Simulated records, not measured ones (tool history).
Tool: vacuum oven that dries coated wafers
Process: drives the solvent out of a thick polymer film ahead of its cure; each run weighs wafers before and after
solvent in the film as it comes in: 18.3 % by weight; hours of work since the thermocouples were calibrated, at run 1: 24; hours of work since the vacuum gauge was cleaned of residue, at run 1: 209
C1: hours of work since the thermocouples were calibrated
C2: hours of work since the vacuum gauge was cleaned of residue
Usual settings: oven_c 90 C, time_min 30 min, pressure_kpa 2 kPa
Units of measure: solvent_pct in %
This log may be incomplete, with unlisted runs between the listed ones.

{"run": 1, "day": 0.0, "oven_c": 90, "time_min": 30, "pressure_kpa": 2, "C1": 24, "C2": 209, "solvent_pct": 4.87}
{"run": 2, "day": 1.908, "oven_c": 90, "time_min": 30, "pressure_kpa": 2, "C1": 59, "C2": 243, "solvent_pct": 5.09}
{"run": 3, "day": 3.45, "oven_c": 90, "time_min": 30, "pressure_kpa": 2, "C1": 87, "C2": 271, "solvent_pct": 5.08}
{"run": 4, "day": 5.379, "oven_c": 90, "time_min": 30, "pressure_kpa": 2, "C1": 121, "C2": 306, "solvent_pct": 5.15}
{"run": 5, "day": 6.775, "oven_c": 90, "time_min": 30, "pressure_kpa": 2, "C1": 147, "C2": 331, "solvent_pct": 5.22}
{"run": 6, "day": 9.746, "oven_c": 90, "time_min": 30, "pressure_kpa": 2, "C1": 200, "C2": 385, "solvent_pct": 5.18}
{"run": 7, "day": 11.346, "oven_c": 90, "time_min": 30, "pressure_kpa": 2, "C1": 229, "C2": 414, "solvent_pct": 5.23}
{"run": 8, "day": 13.392, "oven_c": 90, "time_min": 30, "pressure_kpa": 1.71, "C1": 266, "C2": 451, "solvent_pct": 5.08}
{"run": 9, "day": 15.833, "oven_c": 90, "time_min": 30, "pressure_kpa": 1.71, "C1": 310, "C2": 495, "solvent_pct": 5.09}
{"run": 10, "day": 18.546, "oven_c": 90, "time_min": 30, "pressure_kpa": 1.71, "C1": 359, "C2": 544, "solvent_pct": 5.16}
{"run": 11, "day": 21.333, "oven_c": 90, "time_min": 30, "pressure_kpa": 1.71, "C1": 409, "C2": 594, "solvent_pct": 5.17}
{"run": 12, "day": 23.038, "oven_c": 90, "time_min": 30, "pressure_kpa": 1.71, "C1": 440, "C2": 625, "solvent_pct": 5.2}
{"run": 13, "day": 25.538, "oven_c": 90, "time_min": 30, "pressure_kpa": 1.71, "C1": 485, "C2": 670, "solvent_pct": 5.21}
{"run": 14, "day": 28.808, "oven_c": 90, "time_min": 30, "pressure_kpa": 2, "C1": 544, "C2": 729, "solvent_pct": 5.5}
{"run": 15, "day": 30.829, "oven_c": 90, "time_min": 30, "pressure_kpa": 6.82, "C1": 581, "C2": 766, "solvent_pct": 9.35}
{"run": 16, "day": 32.258, "oven_c": 90, "time_min": 30, "pressure_kpa": 2, "C1": 607, "C2": 791, "solvent_pct": 5.6}
{"day": 32.512, "done": "oven's thermocouples calibrated"}
{"run": 17, "day": 35.258, "oven_c": 90, "time_min": 30, "pressure_kpa": 2, "C1": 50, "C2": 844, "solvent_pct": 5.96}
{"run": 18, "day": 37.558, "oven_c": 84, "time_min": 30, "pressure_kpa": 2, "C1": 91, "C2": 885, "solvent_pct": 8.37}
{"run": 19, "day": 39.779, "oven_c": 84, "time_min": 30, "pressure_kpa": 2, "C1": 131, "C2": 926, "solvent_pct": 8.53}
{"run": 20, "day": 43.142, "oven_c": 90, "time_min": 30, "pressure_kpa": 2, "C1": 192, "C2": 986, "solvent_pct": 6.03}
{"run": 21, "day": 46.358, "oven_c": 90, "time_min": 30, "pressure_kpa": 2, "C1": 250, "C2": 1044, "solvent_pct": 6.18}
{"day": 47.212, "done": "oven's thermocouples calibrated, once more"}
{"run": 22, "day": 49.338, "oven_c": 90, "time_min": 30, "pressure_kpa": 2, "C1": 38, "C2": 1097, "solvent_pct": 5.46}
{"run": 23, "day": 52.683, "oven_c": 85, "time_min": 30, "pressure_kpa": 2, "C1": 99, "C2": 1157, "solvent_pct": 7.3}
{"run": 24, "day": 55.412, "oven_c": 83, "time_min": 24, "pressure_kpa": 1.29, "C1": 148, "C2": 1206, "solvent_pct": 8.82}
{"run": 25, "day": 58.092, "oven_c": 97, "time_min": 31, "pressure_kpa": 7.81, "C1": 196, "C2": 1255, "solvent_pct": 6.86}
{"run": 26, "day": 61.404, "oven_c": 77, "time_min": 30, "pressure_kpa": 2, "C1": 256, "C2": 1315, "solvent_pct": 10.77}
{"run": 27, "day": 64.138, "oven_c": 77, "time_min": 30, "pressure_kpa": 2, "C1": 306, "C2": 1364, "solvent_pct": 10.94}
{"run": 28, "day": 66.571, "oven_c": 80, "time_min": 23, "pressure_kpa": 2.16, "C1": 350, "C2": 1408, "solvent_pct": 10.9}
{"run": 29, "day": 68.992, "oven_c": 96, "time_min": 49, "pressure_kpa": 2.92, "C1": 393, "C2": 1451, "solvent_pct": 3.14}
{"run": 30, "day": 70.779, "oven_c": 80, "time_min": 28, "pressure_kpa": 2, "C1": 426, "C2": 1484, "solvent_pct": 10.04}
{"run": 31, "day": 73.883, "oven_c": 88, "time_min": 30, "pressure_kpa": 2, "C1": 482, "C2": 1540, "solvent_pct": 6.59}
{"run": 32, "day": 76.25, "oven_c": 88, "time_min": 30, "pressure_kpa": 2, "C1": 524, "C2": 1583, "solvent_pct": 6.74}
{"run": 33, "day": 77.933, "oven_c": 88, "time_min": 44, "pressure_kpa": 1.18, "C1": 555, "C2": 1613, "solvent_pct": 4.29}
{"run": 34, "day": 80.662, "oven_c": 88, "time_min": 44, "pressure_kpa": 1.18, "C1": 604, "C2": 1662, "solvent_pct": 4.49}
{"run": 35, "day": 82.767, "oven_c": 90, "time_min": 20, "pressure_kpa": 1.76, "C1": 642, "C2": 1700, "solvent_pct": 7.7}
{"run": 36, "day": 85.679, "oven_c": 94, "time_min": 35, "pressure_kpa": 1.26, "C1": 694, "C2": 1753, "solvent_pct": 3.4}
{"run": 37, "day": 87.179, "oven_c": 94, "time_min": 35, "pressure_kpa": 1.26, "C1": 722, "C2": 1780, "solvent_pct": 3.47}
{"run": 38, "day": 89.967, "oven_c": 100, "time_min": 39, "pressure_kpa": 4.38, "C1": 772, "C2": 1830, "solvent_pct": 3.88}
{"run": 39, "day": 92.571, "oven_c": 100, "time_min": 39, "pressure_kpa": 4.38, "C1": 819, "C2": 1877, "solvent_pct": 4.1}
{"run": 40, "day": 95.179, "oven_c": 100, "time_min": 39, "pressure_kpa": 4.38, "C1": 866, "C2": 1924, "solvent_pct": 3.97}
{"run": 41, "day": 98.483, "oven_c": 100, "time_min": 39, "pressure_kpa": 4.38, "C1": 926, "C2": 1984, "solvent_pct": 4}
{"run": 42, "day": 101.546, "oven_c": 100, "time_min": 39, "pressure_kpa": 4.77, "C1": 981, "C2": 2039, "solvent_pct": 4.26}
{"run": 43, "day": 103.646, "oven_c": 90, "time_min": 35, "pressure_kpa": 1.58, "C1": 1019, "C2": 2077, "solvent_pct": 5.46}
{"run": 44, "day": 106.662, "oven_c": 104, "time_min": 22, "pressure_kpa": 2.04, "C1": 1073, "C2": 2132, "solvent_pct": 2.87}
{"run": 45, "day": 108.625, "oven_c": 99, "time_min": 20, "pressure_kpa": 2.04, "C1": 1109, "C2": 2167, "solvent_pct": 5.01}
{"run": 46, "day": 111.471, "oven_c": 103, "time_min": 30, "pressure_kpa": 2, "C1": 1160, "C2": 2218, "solvent_pct": 2.57}

What if the next run were any one of these 4? Each begins from the tool's condition after run 46:
{"run": "A", "day": 113.579, "oven_c": 81, "time_min": 20, "pressure_kpa": 1.47, "C1": 1198, "C2": 2256, "solvent_pct": "?"}
{"run": "B", "day": 113.579, "oven_c": 90, "time_min": 53, "pressure_kpa": 3.11, "C1": 1198, "C2": 2256, "solvent_pct": "?"}
{"run": "C", "day": 113.579, "oven_c": 97, "time_min": 35, "pressure_kpa": 2, "C1": 1198, "C2": 2256, "solvent_pct": "?"}
{"run": "D", "day": 113.579, "oven_c": 80, "time_min": 26, "pressure_kpa": 7.01, "C1": 1198, "C2": 2256, "solvent_pct": "?"}

run=A solvent_pct=11.35
run=B solvent_pct=5.55
run=C solvent_pct=3.58
run=D solvent_pct=14.61
Had the tool no hidden state, the same runs would have come out as:
run=A solvent_pct=9.83
run=B solvent_pct=3.86
run=C solvent_pct=2.26
run=D solvent_pct=12.9

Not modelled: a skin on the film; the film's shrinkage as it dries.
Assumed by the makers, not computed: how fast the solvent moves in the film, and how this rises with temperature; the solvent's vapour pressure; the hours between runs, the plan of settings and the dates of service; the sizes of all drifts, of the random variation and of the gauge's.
